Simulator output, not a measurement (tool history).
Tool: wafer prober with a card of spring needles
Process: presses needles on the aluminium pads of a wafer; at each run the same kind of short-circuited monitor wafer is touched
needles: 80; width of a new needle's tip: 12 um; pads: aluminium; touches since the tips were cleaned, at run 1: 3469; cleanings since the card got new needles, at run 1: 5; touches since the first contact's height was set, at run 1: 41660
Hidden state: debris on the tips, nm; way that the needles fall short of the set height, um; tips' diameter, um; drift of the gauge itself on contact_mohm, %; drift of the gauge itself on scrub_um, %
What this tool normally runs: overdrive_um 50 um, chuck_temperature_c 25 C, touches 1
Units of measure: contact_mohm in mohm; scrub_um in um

run   hour  overdrive_um  chuck_temperature_c  touches  touches since the tips were cleaned  cleanings since the card got new needles  touches since the first contact's height was set  contact_mohm  scrub_um
  1    0.0            50                   25        1                                 3469                                         5                                             41660           188     11.17
  2    5.0            50                   25        1                                 5120                                         5                                             43311           200     11.15
      11.4  -- tips cleaned on abrasive film
  3   13.5            50                   25        1                                  689                                         6                                             46082           161     11.16
  4   22.3            50                  112        1                                 3568                                         6                                             48961           198     11.17
  5   29.7            50                  112        1                                 6002                                         6                                             51395           213     11.14
      33.5  -- tips cleaned on abrasive film
  6   36.4            50                  112        1                                  964                                         7                                             53569           181     11.15
  7   42.8            50                  112        1                                 3080                                         7                                             55685           196     11.15
  8   46.9            46                   25        1                                 4412                                         7                                             57017           202     10.25
  9   53.4            46                   25        1                                 6563                                         7                                             59168           212     10.24
      55.7  -- tips cleaned on abrasive film
 10   58.6            35                   25        2                                  965                                         8                                             60859           174      7.78
      59.5  -- height of the first contact set anew
 11   65.1            34                   55        3                                 2981                                         8                                              1822           181      7.49
 12   72.2            52                   25        2                                 5330                                         8                                              4171           181     11.56
 13   76.3            63                   39        2                                 6668                                         8                                              5509           172     14.01
      78.3  -- tips cleaned on abrasive film
 14   84.2            60                  110        3                                 1964                                         9                                              8097           169     13.32
 15   89.0            31                   81        1                                 3525                                         9                                              9658           244      6.82
      89.8  -- height of the first contact set anew, once more
 16   98.8            48                   83        1                                 6655                                         9                                              2977           209     10.74
     101.3  -- tips cleaned on abrasive film
 17  107.7            54                   98        1                                 2117                                        10                                              5868           187     12.09

Here are 5 independent what-if runs from the current tool condition. What would each one return?
  A  114.3            50                   50        1                                 4282                                        10                                              8033             ?         ?
  B  114.3            65                   98        2                                 4282                                        10                                              8033             ?         ?
  C  114.3            64                   25        1                                 4282                                        10                                              8033             ?         ?
  D  114.3            57                   98        2                                 4282                                        10                                              8033             ?         ?
  E  114.3            60                   98        1                                 4282                                        10                                              8033             ?         ?

run  contact_mohm  scrub_um
  A           198     11.22
  B           180     14.54
  C           176     14.32
  D           182     12.76
  E           193     13.43
Stripped of hidden state, with their random variation kept, the same runs would have yielded:
run  contact_mohm  scrub_um
  A           153     11.22
  B           160     14.55
  C           143     14.32
  D           161     12.77
  E           158     13.44
